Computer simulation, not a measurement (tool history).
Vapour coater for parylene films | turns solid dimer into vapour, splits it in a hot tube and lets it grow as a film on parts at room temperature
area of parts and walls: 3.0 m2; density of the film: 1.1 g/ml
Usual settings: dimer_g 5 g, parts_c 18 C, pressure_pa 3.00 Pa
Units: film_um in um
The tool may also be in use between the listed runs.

| run | hour | dimer_g | parts_c | pressure_pa | film_um |
|---|---|---|---|---|---|
| 1 | 0.0 | 5 | 18 | 3.00 | 0.68 |
| 2 | 31.9 | 5 | 12 | 3.00 | 0.76 |
| 3 | 106.9 | 5 | 12 | 3.00 | 0.75 |
| 4 | 173.7 | 5 | 12 | 3.00 | 0.74 |
| 5 | 242.7 | 5 | 12 | 3.00 | 0.73 |
| 6 | 314.8 | 5 | 18 | 3.00 | 0.63 |
|  | 344.5 | trap's valve overhauled |
| 7 | 360.7 | 5 | 18 | 3.00 | 0.73 |
| 8 | 406.8 | 5 | 18 | 3.00 | 0.72 |
|  | 412.8 | table's thermometer calibrated |
| 9 | 453.6 | 4 | 29 | 5.49 | 0.44 |
| 10 | 520.2 | 3 | 13 | 2.23 | 0.48 |
| 11 | 563.4 | 2 | 12 | 4.31 | 0.29 |
|  | 608.2 | table's thermometer calibrated, once more |
| 12 | 611.2 | 3 | 13 | 4.31 | 0.44 |
| 13 | 685.4 | 9 | 20 | 3.09 | 1.16 |
| 14 | 754.9 | 7 | 18 | 5.55 | 0.88 |
| 15 | 793.1 | 5 | 19 | 8.96 | 0.51 |

4 ways to go on from here, each from the tool as it stands after run 15. What would each give?
| A | 853.9 | 5 | 17 | 3.00 | ? |
| B | 853.9 | 5 | 12 | 3.77 | ? |
| C | 853.9 | 2 | 10 | 10.20 | ? |
| D | 853.9 | 5 | 16 | 3.14 | ? |

| run | film_um |
|---|---|
| A | 0.64 |
| B | 0.69 |
| C | 0.25 |
| D | 0.63 |
Without the tool's hidden state the same runs would have given:
| run | film_um |
|---|---|
| A | 0.74 |
| B | 0.80 |
| C | 0.29 |
| D | 0.74 |

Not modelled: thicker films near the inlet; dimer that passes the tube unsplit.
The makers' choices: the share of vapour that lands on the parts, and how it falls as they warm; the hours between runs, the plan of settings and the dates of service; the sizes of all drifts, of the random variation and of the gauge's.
